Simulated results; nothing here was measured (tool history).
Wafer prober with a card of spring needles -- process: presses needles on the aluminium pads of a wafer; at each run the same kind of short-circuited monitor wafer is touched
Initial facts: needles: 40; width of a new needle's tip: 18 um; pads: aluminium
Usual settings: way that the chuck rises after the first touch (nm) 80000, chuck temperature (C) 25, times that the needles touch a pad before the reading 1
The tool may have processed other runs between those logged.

| run | day | way that the chuck rises after the first touch (nm) | chuck temperature (C) | times that the needles touch a pad before the reading | resistance of one needle with its contact and lead (mohm) | way that a needle slides on the pad (nm) |
|---|---|---|---|---|---|---|
| 1 | 0.000 | 80000 | 25 | 1 | 248 | 16420 |
|  | 0.342 | tips cleaned on abrasive film |
| 2 | 0.525 | 80000 | 51 | 1 | 248 | 16440 |
| 3 | 0.842 | 80000 | 51 | 1 | 259 | 16430 |
|  | 0.892 | tips cleaned on abrasive film |
| 4 | 1.133 | 80000 | 51 | 1 | 251 | 16360 |
|  | 1.454 | tips cleaned on abrasive film |
|  | 1.467 | height of the first contact set anew |
| 5 | 1.750 | 80000 | 51 | 1 | 245 | 16720 |
|  | 2.025 | tips cleaned on abrasive film |
| 6 | 2.296 | 87000 | 25 | 1 | 240 | 18160 |
|  | 2.588 | tips cleaned on abrasive film |
| 7 | 2.588 | 87000 | 25 | 1 | 227 | 18070 |
| 8 | 3.046 | 80000 | 25 | 2 | 237 | 16630 |
|  | 3.150 | tips cleaned on abrasive film |
| 9 | 3.333 | 80000 | 25 | 2 | 234 | 16690 |
|  | 3.704 | tips cleaned on abrasive film |
| 10 | 3.912 | 80000 | 25 | 2 | 235 | 16560 |
|  | 4.254 | tips cleaned on abrasive film |
| 11 | 4.525 | 80000 | 25 | 2 | 240 | 16640 |
|  | 4.800 | tips cleaned on abrasive film |
| 12 | 4.892 | 80000 | 25 | 2 | 235 | 16580 |
|  | 5.346 | tips cleaned on abrasive film |
| 13 | 5.346 | 64000 | 25 | 2 | 226 | 13170 |
| 14 | 5.746 | 64000 | 25 | 2 | 248 | 13150 |
|  | 5.900 | tips cleaned on abrasive film |
| 15 | 6.262 | 86000 | 26 | 1 | 246 | 17770 |
|  | 6.471 | tips cleaned on abrasive film |
| 16 | 6.746 | 99000 | 26 | 1 | 237 | 20460 |
|  | 7.021 | tips cleaned on abrasive film |
| 17 | 7.075 | 99000 | 26 | 1 | 229 | 20430 |
|  | 7.604 | tips cleaned on abrasive film |
| 18 | 7.683 | 74000 | 112 | 1 | 257 | 15240 |
|  | 8.154 | tips cleaned on abrasive film |
| 19 | 8.300 | 80000 | 57 | 2 | 239 | 16460 |
|  | 8.708 | tips cleaned on abrasive film |
| 20 | 8.883 | 93000 | 59 | 2 | 239 | 19090 |
|  | 9.262 | tips cleaned on abrasive film |
| 21 | 9.371 | 75000 | 60 | 2 | 236 | 15330 |
| 22 | 9.642 | 75000 | 60 | 2 | 248 | 15360 |
|  | 9.808 | tips cleaned on abrasive film |
| 23 | 10.033 | 66000 | 25 | 2 | 240 | 13430 |
|  | 10.350 | tips cleaned on abrasive film |
| 24 | 10.350 | 66000 | 25 | 2 | 226 | 13430 |
|  | 10.767 | height of the first contact set anew |
| 25 | 10.854 | 60000 | 53 | 1 | 279 | 12500 |
|  | 10.946 | tips cleaned on abrasive film |
| 26 | 11.350 | 80000 | 25 | 2 | 239 | 16690 |

Here are 5 independent what-if runs from the current tool condition. What would each one return?
|  | 11.521 | tips cleaned on abrasive film |
| A | 11.667 | 80000 | 25 | 2 | ? | ? |
|  | 11.521 | tips cleaned on abrasive film |
| B | 11.667 | 80000 | 25 | 2 | ? | ? |
|  | 11.521 | tips cleaned on abrasive film |
| C | 11.667 | 88000 | 74 | 2 | ? | ? |
|  | 11.521 | tips cleaned on abrasive film |
| D | 11.667 | 62000 | 94 | 1 | ? | ? |
|  | 11.521 | tips cleaned on abrasive film |
| E | 11.667 | 80000 | 35 | 1 | ? | ? |

| run | resistance of one needle with its contact and lead (mohm) | way that a needle slides on the pad (nm) |
|---|---|---|
| A | 233 | 16660 |
| B | 230 | 16630 |
| C | 243 | 18350 |
| D | 264 | 12880 |
| E | 243 | 16630 |
What these runs would have given with no unlogged condition in the tool:
| run | resistance of one needle with its contact and lead (mohm) | way that a needle slides on the pad (nm) |
|---|---|---|
| A | 223 | 16700 |
| B | 220 | 16680 |
| C | 235 | 18390 |
| D | 241 | 12930 |
| E | 226 | 16670 |
